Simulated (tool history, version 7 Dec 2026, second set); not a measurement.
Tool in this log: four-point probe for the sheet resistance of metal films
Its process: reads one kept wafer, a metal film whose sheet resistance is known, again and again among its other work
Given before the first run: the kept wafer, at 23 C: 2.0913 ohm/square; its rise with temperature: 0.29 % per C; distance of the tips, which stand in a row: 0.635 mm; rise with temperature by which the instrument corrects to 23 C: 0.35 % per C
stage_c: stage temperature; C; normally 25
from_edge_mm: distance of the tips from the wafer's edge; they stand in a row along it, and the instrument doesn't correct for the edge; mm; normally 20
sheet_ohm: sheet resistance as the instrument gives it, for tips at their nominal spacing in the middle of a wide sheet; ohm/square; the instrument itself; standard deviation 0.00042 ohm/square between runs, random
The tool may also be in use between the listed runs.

{"run": 1, "day": 0.0, "stage_c": 25, "from_edge_mm": 20, "sheet_ohm": 2.075063}
{"run": 2, "day": 1.975, "stage_c": 31, "from_edge_mm": 20, "sheet_ohm": 2.067839}
{"run": 3, "day": 3.162, "stage_c": 31, "from_edge_mm": 20, "sheet_ohm": 2.067152}
{"run": 4, "day": 4.508, "stage_c": 31, "from_edge_mm": 20, "sheet_ohm": 2.066689}
{"run": 5, "day": 5.542, "stage_c": 24, "from_edge_mm": 20, "sheet_ohm": 2.075275}
{"run": 6, "day": 6.933, "stage_c": 24, "from_edge_mm": 20, "sheet_ohm": 2.07523}
{"run": 7, "day": 8.604, "stage_c": 24, "from_edge_mm": 3, "sheet_ohm": 2.122629}
{"run": 8, "day": 9.729, "stage_c": 25, "from_edge_mm": 20, "sheet_ohm": 2.073315}
{"run": 9, "day": 11.392, "stage_c": 25, "from_edge_mm": 20, "sheet_ohm": 2.072992}
{"run": 10, "day": 13.275, "stage_c": 25, "from_edge_mm": 20, "sheet_ohm": 2.072801}
{"run": 11, "day": 15.058, "stage_c": 24, "from_edge_mm": 20, "sheet_ohm": 2.073532}
{"run": 12, "day": 16.096, "stage_c": 24, "from_edge_mm": 20, "sheet_ohm": 2.072649}
{"run": 13, "day": 18.246, "stage_c": 24, "from_edge_mm": 20, "sheet_ohm": 2.072939}
{"run": 14, "day": 19.471, "stage_c": 26, "from_edge_mm": 24, "sheet_ohm": 2.070191}
{"run": 15, "day": 21.108, "stage_c": 33, "from_edge_mm": 66, "sheet_ohm": 2.059962}
{"run": 16, "day": 22.558, "stage_c": 26, "from_edge_mm": 33, "sheet_ohm": 2.069181}
{"run": 17, "day": 24.325, "stage_c": 27, "from_edge_mm": 13, "sheet_ohm": 2.069141}
{"day": 24.512, "done": "stage's thermometer calibrated"}
{"run": 18, "day": 26.062, "stage_c": 27, "from_edge_mm": 13, "sheet_ohm": 2.068614}
{"run": 19, "day": 27.188, "stage_c": 27, "from_edge_mm": 13, "sheet_ohm": 2.068376}
{"run": 20, "day": 28.904, "stage_c": 27, "from_edge_mm": 13, "sheet_ohm": 2.068723}
{"run": 21, "day": 30.167, "stage_c": 27, "from_edge_mm": 13, "sheet_ohm": 2.06806}
{"run": 22, "day": 32.342, "stage_c": 27, "from_edge_mm": 67, "sheet_ohm": 2.065859}
{"run": 23, "day": 33.862, "stage_c": 29, "from_edge_mm": 67, "sheet_ohm": 2.062516}
{"run": 24, "day": 35.033, "stage_c": 26, "from_edge_mm": 17, "sheet_ohm": 2.067588}
{"day": 35.625, "done": "stage's thermometer calibrated, once more"}
{"run": 25, "day": 36.65, "stage_c": 26, "from_edge_mm": 11, "sheet_ohm": 2.068514}
{"run": 26, "day": 37.775, "stage_c": 23, "from_edge_mm": 4, "sheet_ohm": 2.096546}

Branching from run 26: 5 alternative next runs. What would each branch give?
{"day": 38.833, "done": "new probe head fitted"}
{"run": "A", "day": 39.838, "stage_c": 24, "from_edge_mm": 29, "sheet_ohm": "?"}
{"day": 38.833, "done": "new probe head fitted"}
{"run": "B", "day": 39.838, "stage_c": 30, "from_edge_mm": 4, "sheet_ohm": "?"}
{"day": 38.833, "done": "new probe head fitted"}
{"run": "C", "day": 39.838, "stage_c": 27, "from_edge_mm": 10, "sheet_ohm": "?"}
{"day": 38.833, "done": "new probe head fitted"}
{"run": "D", "day": 39.838, "stage_c": 25, "from_edge_mm": 18, "sheet_ohm": "?"}
{"day": 38.833, "done": "new probe head fitted"}
{"run": "E", "day": 39.838, "stage_c": 28, "from_edge_mm": 20, "sheet_ohm": "?"}

run=A sheet_ohm=2.091210
run=B sheet_ohm=2.110505
run=C sheet_ohm=2.090994
run=D sheet_ohm=2.090366
run=E sheet_ohm=2.086177
Without the tool's unlogged condition, the same runs would have read:
run=A sheet_ohm=2.090957
run=B sheet_ohm=2.110256
run=C sheet_ohm=2.090745
run=D sheet_ohm=2.090114
run=E sheet_ohm=2.085929

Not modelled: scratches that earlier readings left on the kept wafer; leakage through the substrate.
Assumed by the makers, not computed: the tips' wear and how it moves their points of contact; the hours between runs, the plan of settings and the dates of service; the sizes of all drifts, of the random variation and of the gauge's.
